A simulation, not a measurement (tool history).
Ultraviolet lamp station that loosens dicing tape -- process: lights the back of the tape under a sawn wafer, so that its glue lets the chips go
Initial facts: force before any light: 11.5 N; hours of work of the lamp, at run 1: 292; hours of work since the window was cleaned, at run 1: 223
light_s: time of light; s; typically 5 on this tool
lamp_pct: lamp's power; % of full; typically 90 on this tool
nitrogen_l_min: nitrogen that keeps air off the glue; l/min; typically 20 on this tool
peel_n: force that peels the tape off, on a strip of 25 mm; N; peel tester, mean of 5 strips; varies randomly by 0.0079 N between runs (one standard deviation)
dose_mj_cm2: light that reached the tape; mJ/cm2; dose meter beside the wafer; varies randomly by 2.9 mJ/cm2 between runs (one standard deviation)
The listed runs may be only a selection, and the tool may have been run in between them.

run,hour,light_s,lamp_pct,nitrogen_l_min,hours of work of the lamp,hours of work since the window was cleaned,peel_n,dose_mj_cm2
1,0.0,5,90,20,292,223,0.416,354
2,22.5,5,90,20,307,238,0.436,347
3,65.4,5,90,20,335,266,0.439,344
4,99.7,5,90,20,357,288,0.471,343
5,133.5,5,90,20,379,310,0.491,334
6,159.4,5,90,20,396,327,0.467,324
7,184.8,5,90,20,413,344,0.508,329
8,232.9,5,90,20,444,375,0.551,322
9,265.7,5,90,20,466,397,0.559,319
10,300.7,5,90,20,488,420,0.564,307
# hour 311.2: window cleaned of glue's vapour
11,347.2,5,90,20,518,24,0.734,276
12,373.4,5,90,20,536,41,0.772,270
13,399.0,5,90,8,552,57,1.361,271
14,440.3,5,90,20,579,84,0.816,263
15,469.4,5,90,20,598,103,0.871,262
# hour 473.6: window cleaned of glue's vapour, once more
16,497.0,5,90,20,616,15,0.427,349
17,544.6,7,90,8,647,46,0.390,480
18,587.5,7,65,20,675,74,0.461,339
19,632.5,7,65,20,705,104,0.485,339
20,654.9,7,65,20,719,118,0.477,328
21,685.0,7,65,20,739,138,0.503,328
22,712.6,8,64,6,757,156,0.877,370
23,737.3,2,90,20,773,172,3.031,131
24,785.8,2,90,20,805,204,3.112,123
25,814.8,10,83,20,824,223,0.201,568
26,843.8,4,74,24,843,242,1.358,198
27,874.9,4,74,24,863,262,1.324,198
28,906.0,4,74,24,883,283,1.413,196

Alternative continuations, all from the tool just after run 28; predict every row:
A,951.1,9,66,20,913,312,?,?
B,951.1,3,91,8,913,312,?,?
C,951.1,5,90,6,913,312,?,?
D,951.1,6,88,14,913,312,?,?
E,951.1,5,95,6,913,312,?,?

run,peel_n,dose_mj_cm2
A,0.352,388
B,2.738,175
C,1.370,291
D,0.571,342
E,1.255,305
With no hidden state in the tool, these same runs would have given:
run,peel_n,dose_mj_cm2
A,0.207,552
B,1.545,250
C,0.635,415
D,0.267,487
E,0.576,436
